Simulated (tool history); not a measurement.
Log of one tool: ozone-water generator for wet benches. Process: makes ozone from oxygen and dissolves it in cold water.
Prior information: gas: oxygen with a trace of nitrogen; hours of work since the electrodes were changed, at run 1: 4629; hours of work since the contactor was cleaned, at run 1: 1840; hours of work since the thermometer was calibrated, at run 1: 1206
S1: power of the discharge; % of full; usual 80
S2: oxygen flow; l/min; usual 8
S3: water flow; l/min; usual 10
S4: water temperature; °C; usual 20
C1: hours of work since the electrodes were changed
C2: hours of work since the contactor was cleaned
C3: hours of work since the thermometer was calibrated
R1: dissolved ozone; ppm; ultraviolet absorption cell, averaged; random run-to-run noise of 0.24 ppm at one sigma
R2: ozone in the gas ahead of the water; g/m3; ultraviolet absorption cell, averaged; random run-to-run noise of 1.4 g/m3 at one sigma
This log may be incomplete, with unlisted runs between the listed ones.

{"run": 1, "hour": 0.0, "S1": 80, "S2": 8, "S3": 10, "S4": 20, "C1": 4629, "C2": 1840, "C3": 1206, "R1": 31.7, "R2": 239.2}
{"run": 2, "hour": 136.4, "S1": 80, "S2": 8, "S3": 10, "S4": 20, "C1": 4745, "C2": 1956, "C3": 1322, "R1": 31, "R2": 237.8}
{"run": 3, "hour": 245.0, "S1": 80, "S2": 8, "S3": 10, "S4": 20, "C1": 4837, "C2": 2048, "C3": 1414, "R1": 31.2, "R2": 237.3}
{"run": 4, "hour": 389.9, "S1": 80, "S2": 8, "S3": 10, "S4": 20, "C1": 4960, "C2": 2171, "C3": 1537, "R1": 31.2, "R2": 237.1}
{"run": 5, "hour": 548.1, "S1": 80, "S2": 8, "S3": 10, "S4": 20, "C1": 5094, "C2": 2305, "C3": 1671, "R1": 30.8, "R2": 234.7}
{"run": 6, "hour": 684.5, "S1": 80, "S2": 8, "S3": 10, "S4": 20, "C1": 5210, "C2": 2421, "C3": 1787, "R1": 31, "R2": 237.5}
{"run": 7, "hour": 843.9, "S1": 80, "S2": 8, "S3": 8, "S4": 20, "C1": 5345, "C2": 2556, "C3": 1922, "R1": 35.5, "R2": 233.4}
{"run": 8, "hour": 919.0, "S1": 80, "S2": 8, "S3": 8, "S4": 20, "C1": 5408, "C2": 2619, "C3": 1986, "R1": 35.3, "R2": 234.1}
{"run": 9, "hour": 1026.5, "S1": 80, "S2": 8, "S3": 8, "S4": 20, "C1": 5500, "C2": 2710, "C3": 2077, "R1": 35.1, "R2": 231.9}
{"run": 10, "hour": 1096.9, "S1": 80, "S2": 8, "S3": 8, "S4": 20, "C1": 5559, "C2": 2770, "C3": 2137, "R1": 34.7, "R2": 229.9}
{"run": 11, "hour": 1178.9, "S1": 80, "S2": 8, "S3": 8, "S4": 20, "C1": 5629, "C2": 2840, "C3": 2206, "R1": 35.5, "R2": 229.5}
{"run": 12, "hour": 1283.4, "S1": 80, "S2": 8, "S3": 8, "S4": 20, "C1": 5717, "C2": 2928, "C3": 2295, "R1": 35.2, "R2": 232.2}
{"run": 13, "hour": 1371.6, "S1": 80, "S2": 8, "S3": 10, "S4": 12, "C1": 5792, "C2": 3003, "C3": 2369, "R1": 35.5, "R2": 231.5}
{"run": 14, "hour": 1453.0, "S1": 80, "S2": 8, "S3": 10, "S4": 20, "C1": 5861, "C2": 3072, "C3": 2439, "R1": 30.2, "R2": 230.5}
{"run": 15, "hour": 1557.6, "S1": 80, "S2": 8, "S3": 10, "S4": 20, "C1": 5950, "C2": 3161, "C3": 2527, "R1": 30, "R2": 230.8}
{"run": 16, "hour": 1699.5, "S1": 80, "S2": 8, "S3": 10, "S4": 20, "C1": 6070, "C2": 3281, "C3": 2647, "R1": 29.4, "R2": 228.6}
{"run": 17, "hour": 1838.9, "S1": 80, "S2": 8, "S3": 10, "S4": 20, "C1": 6188, "C2": 3399, "C3": 2766, "R1": 29.6, "R2": 229.5}
{"run": 18, "hour": 1960.9, "S1": 80, "S2": 8, "S3": 10, "S4": 20, "C1": 6292, "C2": 3503, "C3": 2869, "R1": 29.7, "R2": 227.7}
{"run": 19, "hour": 2064.2, "S1": 80, "S2": 8, "S3": 10, "S4": 20, "C1": 6380, "C2": 3590, "C3": 2957, "R1": 29.6, "R2": 228.8}
{"run": 20, "hour": 2152.5, "S1": 49, "S2": 12.54, "S3": 9, "S4": 21, "C1": 6454, "C2": 3665, "C3": 3032, "R1": 20.4, "R2": 136.1}
{"run": 21, "hour": 2230.0, "S1": 80, "S2": 8, "S3": 10, "S4": 15, "C1": 6520, "C2": 3731, "C3": 3097, "R1": 32.8, "R2": 228.1}
{"run": 22, "hour": 2295.7, "S1": 80, "S2": 4.44, "S3": 14, "S4": 15, "C1": 6576, "C2": 3787, "C3": 3153, "R1": 25.7, "R2": 308.3}
{"run": 23, "hour": 2446.9, "S1": 80, "S2": 4.44, "S3": 14, "S4": 15, "C1": 6704, "C2": 3915, "C3": 3281, "R1": 25.7, "R2": 308}
{"run": 24, "hour": 2551.1, "S1": 80, "S2": 4.77, "S3": 11, "S4": 20, "C1": 6792, "C2": 4003, "C3": 3370, "R1": 29.5, "R2": 297.2}
{"run": 25, "hour": 2670.7, "S1": 45, "S2": 8, "S3": 10, "S4": 18, "C1": 6894, "C2": 4105, "C3": 3471, "R1": 22.1, "R2": 165.5}
{"run": 26, "hour": 2781.6, "S1": 51, "S2": 8, "S3": 7, "S4": 13, "C1": 6988, "C2": 4199, "C3": 3565, "R1": 33.5, "R2": 175.4}
{"run": 27, "hour": 2856.1, "S1": 51, "S2": 4.38, "S3": 7, "S4": 13, "C1": 7051, "C2": 4262, "C3": 3628, "R1": 38, "R2": 241}
{"run": 28, "hour": 3006.0, "S1": 69, "S2": 7.67, "S3": 8, "S4": 18, "C1": 7178, "C2": 4389, "C3": 3755, "R1": 32.3, "R2": 211.6}
{"run": 29, "hour": 3085.2, "S1": 42, "S2": 5.7, "S3": 13, "S4": 23, "C1": 7245, "C2": 4456, "C3": 3822, "R1": 16.1, "R2": 188.2}

Consider 3 possible next runs. They are alternatives, not a sequence: every one starts from the tool as it was left by run 29. What does each give?
{"run": "A", "hour": 3158.9, "S1": 42, "S2": 12.86, "S3": 9, "S4": 23, "C1": 7308, "C2": 4519, "C3": 3885, "R1": "?", "R2": "?"}
{"run": "B", "hour": 3158.9, "S1": 65, "S2": 5.7, "S3": 13, "S4": 23, "C1": 7308, "C2": 4519, "C3": 3885, "R1": "?", "R2": "?"}
{"run": "C", "hour": 3158.9, "S1": 42, "S2": 5.7, "S3": 13, "S4": 14, "C1": 7308, "C2": 4519, "C3": 3885, "R1": "?", "R2": "?"}

run=A R1=17 R2=121.5
run=B R1=20.6 R2=238.7
run=C R1=19.3 R2=190.4
Stripped of hidden state, with their random variation kept, the same runs would have yielded:
run=A R1=20.4 R2=136.5
run=B R1=25.9 R2=279.6
run=C R1=23.3 R2=213.7
